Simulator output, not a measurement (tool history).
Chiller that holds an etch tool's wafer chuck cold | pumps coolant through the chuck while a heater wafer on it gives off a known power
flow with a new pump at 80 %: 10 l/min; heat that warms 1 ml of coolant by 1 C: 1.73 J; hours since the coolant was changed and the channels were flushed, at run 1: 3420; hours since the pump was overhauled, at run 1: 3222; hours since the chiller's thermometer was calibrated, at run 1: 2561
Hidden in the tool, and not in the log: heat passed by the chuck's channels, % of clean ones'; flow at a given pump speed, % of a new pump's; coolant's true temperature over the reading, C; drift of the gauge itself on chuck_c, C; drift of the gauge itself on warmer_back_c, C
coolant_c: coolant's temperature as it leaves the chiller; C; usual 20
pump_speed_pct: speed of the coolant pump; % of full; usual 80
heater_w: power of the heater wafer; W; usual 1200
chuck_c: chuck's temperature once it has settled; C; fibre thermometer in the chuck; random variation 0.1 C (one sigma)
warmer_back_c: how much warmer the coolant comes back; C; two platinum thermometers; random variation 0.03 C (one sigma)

run     day  coolant_c  pump_speed_pct  heater_w  hours since the coolant was changed and the channels were flushed  hours since the pump was overhauled  hours since the chiller's thermometer was calibrated  chuck_c  warmer_back_c
  1   0.000         20              80      1200                                                               3420                                 3222                                                  2561     30.7           4.50
  2   2.000         20              80      1200                                                               3468                                 3270                                                  2609     30.9           4.55
  3   3.771         20              80      1200                                                               3510                                 3313                                                  2652     30.8           4.53
  4   6.304         20              80      1200                                                               3571                                 3374                                                  2712     30.9           4.55
  5   7.467         20              80      1200                                                               3599                                 3402                                                  2740     31.0           4.51
  6   9.758         20              80      1200                                                               3654                                 3456                                                  2795     31.0           4.52
  7  10.992         20              80      1200                                                               3683                                 3486                                                  2825     30.9           4.54
  8  12.783         20              80      1200                                                               3726                                 3529                                                  2868     31.0           4.53
  9  14.904         20              80      1200                                                               3777                                 3580                                                  2919     31.0           4.55
 10  16.050         20              99      1200                                                               3805                                 3608                                                  2946     29.8           3.62
 11  18.471         20              80      1200                                                               3863                                 3666                                                  3004     31.1           4.59
     18.800  -- coolant pump overhauled
 12  20.967         20              80      1200                                                               3918                                   52                                                  3059     31.4           4.68
 13  22.117         20              80      1200                                                               3945                                   80                                                  3087     31.3           4.68
     23.383  -- coolant pump overhauled, once more
 14  24.592         20              80      1200                                                               4000                                   29                                                  3141     30.5           4.22
 15  26.200         14              80      1200                                                               4038                                   68                                                  3180     24.5           4.20
 16  27.988         20              80      1200                                                               4081                                  111                                                  3223     30.8           4.20
 17  30.229         20              80      1200                                                               4135                                  164                                                  3277     30.7           4.25
 18  31.846         20              96      1326                                                               4174                                  203                                                  3315     30.5           3.85
 19  33.733         20              96      1326                                                               4219                                  248                                                  3361     30.9           3.88
 20  35.104         25              96       829                                                               4252                                  281                                                  3394     32.0           2.40
 21  36.204         26              83       809                                                               4278                                  308                                                  3420     33.3           2.75
 22  37.300         20              80      1659                                                               4305                                  334                                                  3446     34.7           5.84
 23  39.146         20              76      1200                                                               4349                                  378                                                  3491     31.4           4.46
 24  40.246         20              76      1200                                                               4375                                  405                                                  3517     31.4           4.47
 25  41.912         29              78      1251                                                               4415                                  445                                                  3557     40.5           4.53
 26  43.529         22              61      1744                                                               4454                                  484                                                  3596     40.5           8.23
 27  45.104         20              80      1623                                                               4492                                  521                                                  3634     34.8           5.80
 28  47.079         22              67      1417                                                               4539                                  569                                                  3681     36.5           6.04
 29  48.496         16              80      1200                                                               4573                                  603                                                  3715     27.3           4.29
 30  50.521         20              97       873                                                               4622                                  651                                                  3764     27.6           2.53
 31  52.212         20              83       978                                                               4663                                  692                                                  3804     29.2           3.32
 32  53.775         20              98      1154                                                               4700                                  729                                                  3842     29.9           3.31
 33  55.671         20              98      1154                                                               4746                                  775                                                  3887     29.8           3.31

The same runs without the tool's hidden state, with the same run-to-run variation:
run  chuck_c  warmer_back_c
  1     28.7           4.15
  2     28.7           4.20
  3     28.7           4.17
  4     28.7           4.19
  5     28.8           4.15
  6     28.8           4.14
  7     28.6           4.16
  8     28.7           4.15
  9     28.7           4.16
 10     27.6           3.31
 11     28.7           4.19
 12     28.7           4.15
 13     28.7           4.15
 14     28.5           4.17
 15     22.5           4.14
 16     28.8           4.14
 17     28.6           4.19
 18     28.3           3.79
 19     28.7           3.81
 20     30.3           2.36
 21     31.6           2.70
 22     31.9           5.73
 23     29.0           4.37
 24     29.1           4.37
 25     38.1           4.44
 26     37.2           8.05
 27     31.9           5.67
 28     33.6           5.90
 29     24.8           4.19
 30     25.7           2.46
 31     27.0           3.23
 32     27.5           3.22
 33     27.5           3.21
